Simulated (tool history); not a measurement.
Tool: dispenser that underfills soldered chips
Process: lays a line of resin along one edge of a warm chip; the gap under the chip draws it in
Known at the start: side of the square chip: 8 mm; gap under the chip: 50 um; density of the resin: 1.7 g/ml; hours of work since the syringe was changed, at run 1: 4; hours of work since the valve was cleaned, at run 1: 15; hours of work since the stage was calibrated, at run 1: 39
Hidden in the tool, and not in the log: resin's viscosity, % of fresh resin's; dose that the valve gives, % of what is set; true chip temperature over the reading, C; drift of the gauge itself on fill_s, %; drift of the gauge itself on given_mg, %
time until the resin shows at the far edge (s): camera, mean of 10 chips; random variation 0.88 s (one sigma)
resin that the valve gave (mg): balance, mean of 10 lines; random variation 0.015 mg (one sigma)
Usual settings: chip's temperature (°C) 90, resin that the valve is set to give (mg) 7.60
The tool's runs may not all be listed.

run  hour  chip's temperature (°C)  resin that the valve is set to give (mg)  hours of work since the syringe was changed  hours of work since the valve was cleaned  hours of work since the stage was calibrated  time until the resin shows at the far edge (s)  resin that the valve gave (mg)
  1   0.0                       90                                      7.60                                            4                                         15                                            39                                           112.1                            7.55
  2   7.1                       90                                      7.60                                            9                                         20                                            44                                           170.3                            7.49
     12.2  -- new syringe of resin
  3  13.9                       90                                      9.09                                            1                                         25                                            49                                            87.0                            8.97
  4  18.9                       90                                      9.09                                            5                                         28                                            52                                           119.8                            8.94
  5  27.7                       83                                      7.60                                           11                                         34                                            58                                           244.1                            7.44
     29.5  -- new syringe of resin
  6  32.2                       84                                      7.60                                            2                                         37                                            61                                           115.1                            7.42
  7  41.1                       84                                      7.60                                            8                                         43                                            67                                           190.5                            7.40
     47.3  -- new syringe of resin
  8  48.5                       84                                      7.60                                            1                                         48                                            72                                           109.3                            7.37
  9  56.7                       86                                      7.60                                            7                                         54                                            78                                           163.5                            7.36
     64.5  -- new syringe of resin
 10  66.2                       86                                      7.60                                            1                                         60                                            84                                           104.4                            7.33
 11  70.3                       85                                      7.60                                            4                                         63                                            87                                           135.9                            7.31
 12  78.5                      102                                      9.31                                           10                                         69                                            93                                           133.9                            8.93
     82.0  -- new syringe of resin
     85.3  -- dispensing valve cleaned and set on the balance
 13  87.6                      102                                      9.65                                            3                                          2                                            98                                            75.6                            9.61
 14  96.0                       79                                      9.22                                            9                                          7                                           104                                           232.3                            9.14

The next listed run, before its measurement:
     100.6  -- new syringe of resin
 15  105.9                       91                                      7.60                                            4                                         14                                           111                                               ?                               ?

{"run 15": {"time until the resin shows at the far edge (s)": 109.2, "resin that the valve gave (mg)": 7.51}}
Without the tool's hidden state the same run would have given time until the resin shows at the far edge (s) 80.3, resin that the valve gave (mg) 7.59.
